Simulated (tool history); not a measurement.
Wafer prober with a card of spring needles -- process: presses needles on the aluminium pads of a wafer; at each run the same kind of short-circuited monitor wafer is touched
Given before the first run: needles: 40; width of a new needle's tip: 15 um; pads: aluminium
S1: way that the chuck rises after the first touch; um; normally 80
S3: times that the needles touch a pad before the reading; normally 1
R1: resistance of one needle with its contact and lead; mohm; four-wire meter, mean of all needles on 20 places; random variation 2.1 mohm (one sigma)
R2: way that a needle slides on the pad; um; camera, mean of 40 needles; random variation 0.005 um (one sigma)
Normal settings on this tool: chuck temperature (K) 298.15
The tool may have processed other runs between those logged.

run 1 day=0.000 | S1=80 chuck_temperature_(K)=298.15 S3=1 | R1=231 R2=13.518
-- day=1.379 tips cleaned on abrasive film
run 2 day=2.008 | S1=80 chuck_temperature_(K)=298.15 S3=1 | R1=238 R2=13.524
-- day=2.767 tips cleaned on abrasive film
-- day=4.012 tips cleaned on abrasive film
-- day=5.271 tips cleaned on abrasive film
run 3 day=5.408 | S1=80 chuck_temperature_(K)=298.15 S3=1 | R1=236 R2=13.529
-- day=5.925 height of the first contact set anew
-- day=6.538 tips cleaned on abrasive film
-- day=8.058 tips cleaned on abrasive film
-- day=9.450 tips cleaned on abrasive film
run 4 day=9.479 | S1=77 chuck_temperature_(K)=298.15 S3=1 | R1=232 R2=13.022
-- day=10.792 tips cleaned on abrasive film
-- day=12.125 tips cleaned on abrasive film
run 5 day=13.233 | S1=80 chuck_temperature_(K)=298.15 S3=1 | R1=238 R2=13.531
-- day=13.488 tips cleaned on abrasive film
-- day=14.812 tips cleaned on abrasive film
-- day=16.004 height of the first contact set anew
-- day=16.312 tips cleaned on abrasive film
run 6 day=16.462 | S1=80 chuck_temperature_(K)=305.15 S3=1 | R1=238 R2=13.534
-- day=17.792 tips cleaned on abrasive film
run 7 day=18.725 | S1=80 chuck_temperature_(K)=298.15 S3=1 | R1=240 R2=13.544
-- day=19.038 tips cleaned on abrasive film
-- day=20.417 tips cleaned on abrasive film
run 8 day=21.150 | S1=80 chuck_temperature_(K)=298.15 S3=1 | R1=238 R2=13.548
-- day=21.762 tips cleaned on abrasive film
-- day=23.012 tips cleaned on abrasive film
run 9 day=23.521 | S1=80 chuck_temperature_(K)=298.15 S3=1 | R1=234 R2=13.543
-- day=24.388 tips cleaned on abrasive film
-- day=25.712 tips cleaned on abrasive film
-- day=26.029 height of the first contact set anew
run 10 day=26.308 | S1=80 chuck_temperature_(K)=298.15 S3=1 | R1=236 R2=13.555
-- day=27.100 tips cleaned on abrasive film
-- day=28.400 tips cleaned on abrasive film
-- day=29.729 tips cleaned on abrasive film
run 11 day=30.179 | S1=80 chuck_temperature_(K)=298.15 S3=1 | R1=238 R2=13.557
-- day=31.071 tips cleaned on abrasive film
-- day=32.517 tips cleaned on abrasive film
run 12 day=33.292 | S1=67 chuck_temperature_(K)=298.15 S3=1 | R1=239 R2=11.360
-- day=33.808 tips cleaned on abrasive film
-- day=35.317 tips cleaned on abrasive film
-- day=36.112 height of the first contact set anew
-- day=36.671 tips cleaned on abrasive film
run 13 day=37.342 | S1=93 chuck_temperature_(K)=298.15 S3=1 | R1=233 R2=15.771
-- day=38.179 tips cleaned on abrasive film
-- day=39.617 tips cleaned on abrasive film
run 14 day=40.233 | S1=80 chuck_temperature_(K)=298.15 S3=1 | R1=238 R2=13.573
-- day=41.046 tips cleaned on abrasive film
-- day=42.400 tips cleaned on abrasive film
run 15 day=43.046 | S1=68 chuck_temperature_(K)=329.15 S3=1 | R1=243 R2=11.532
-- day=43.825 tips cleaned on abrasive film
-- day=45.254 tips cleaned on abrasive film
-- day=46.104 height of the first contact set anew
-- day=46.692 tips cleaned on abrasive film
run 16 day=46.692 | S1=87 chuck_temperature_(K)=335.15 S3=2 | R1=245 R2=14.765
-- day=48.004 tips cleaned on abrasive film
run 17 day=48.958 | S1=88 chuck_temperature_(K)=318.15 S3=2 | R1=238 R2=14.935
-- day=49.475 tips cleaned on abrasive film
-- day=50.925 tips cleaned on abrasive film
run 18 day=51.771 | S1=80 chuck_temperature_(K)=298.15 S3=1 | R1=235 R2=13.572
-- day=52.288 tips cleaned on abrasive film
-- day=53.571 tips cleaned on abrasive film
run 19 day=53.971 | S1=93 chuck_temperature_(K)=298.15 S3=1 | R1=233 R2=15.790
-- day=54.946 tips cleaned on abrasive film
run 20 day=55.642 | S1=61 chuck_temperature_(K)=306.15 S3=1 | R1=246 R2=10.358
-- day=56.192 tips cleaned on abrasive film
-- day=56.204 height of the first contact set anew
-- day=57.450 tips cleaned on abrasive film
run 21 day=57.725 | S1=78 chuck_temperature_(K)=300.15 S3=1 | R1=237 R2=13.254
-- day=58.862 tips cleaned on abrasive film
-- day=60.271 tips cleaned on abrasive film
-- day=61.562 tips cleaned on abrasive film
run 22 day=61.562 | S1=99 chuck_temperature_(K)=298.15 S3=1 | R1=233 R2=16.830
-- day=62.800 tips cleaned on abrasive film
run 23 day=63.896 | S1=90 chuck_temperature_(K)=298.15 S3=2 | R1=235 R2=15.289
-- day=64.204 tips cleaned on abrasive film
-- day=65.433 tips cleaned on abrasive film
-- day=66.333 height of the first contact set anew
-- day=66.854 tips cleaned on abrasive film
run 24 day=66.854 | S1=90 chuck_temperature_(K)=298.15 S3=2 | R1=235 R2=15.304
-- day=68.350 tips cleaned on abrasive film
run 25 day=68.842 | S1=79 chuck_temperature_(K)=304.15 S3=2 | R1=240 R2=13.433
-- day=69.662 tips cleaned on abrasive film
-- day=70.912 tips cleaned on abrasive film
run 26 day=71.904 | S1=66 chuck_temperature_(K)=304.15 S3=2 | R1=240 R2=11.231
-- day=72.425 tips cleaned on abrasive film
run 27 day=73.579 | S1=66 chuck_temperature_(K)=304.15 S3=2 | R1=239 R2=11.228
-- day=73.771 tips cleaned on abrasive film
-- day=75.112 tips cleaned on abrasive film
-- day=76.300 height of the first contact set anew
-- day=76.608 tips cleaned on abrasive film
run 28 day=76.983 | S1=80 chuck_temperature_(K)=397.15 S3=3 | R1=262 R2=13.618

Hidden state or all else? Some run-to-run changes of R2, split into what the settings, what came in and random variation would give without the hidden state, and what is left for the hidden state (with any gauge scatter that isn't in both results):
Hidden state at play: debris on the tips, nm; way that the needles fall short of the set height, um; tips' diameter, um; drift of the gauge itself on contact_mohm, %; drift of the gauge itself on scrub_um, %.
Run 12 -> 13: S1 67 -> 93, tips cleaned on abrasive film, tips cleaned on abrasive film, height of the first contact set anew, tips cleaned on abrasive film. R2 +4.411 um: hidden state +0.021, all else +4.390.
Run 19 -> 20: S1 93 -> 61, chuck temperature (K) 298.15 -> 306.15, tips cleaned on abrasive film. R2 -5.432 um: hidden state -0.025, all else -5.407.
Run 21 -> 22: S1 78 -> 99, chuck temperature (K) 300.15 -> 298.15, tips cleaned on abrasive film, tips cleaned on abrasive film, tips cleaned on abrasive film. R2 +3.576 um: hidden state +0.023, all else +3.553.
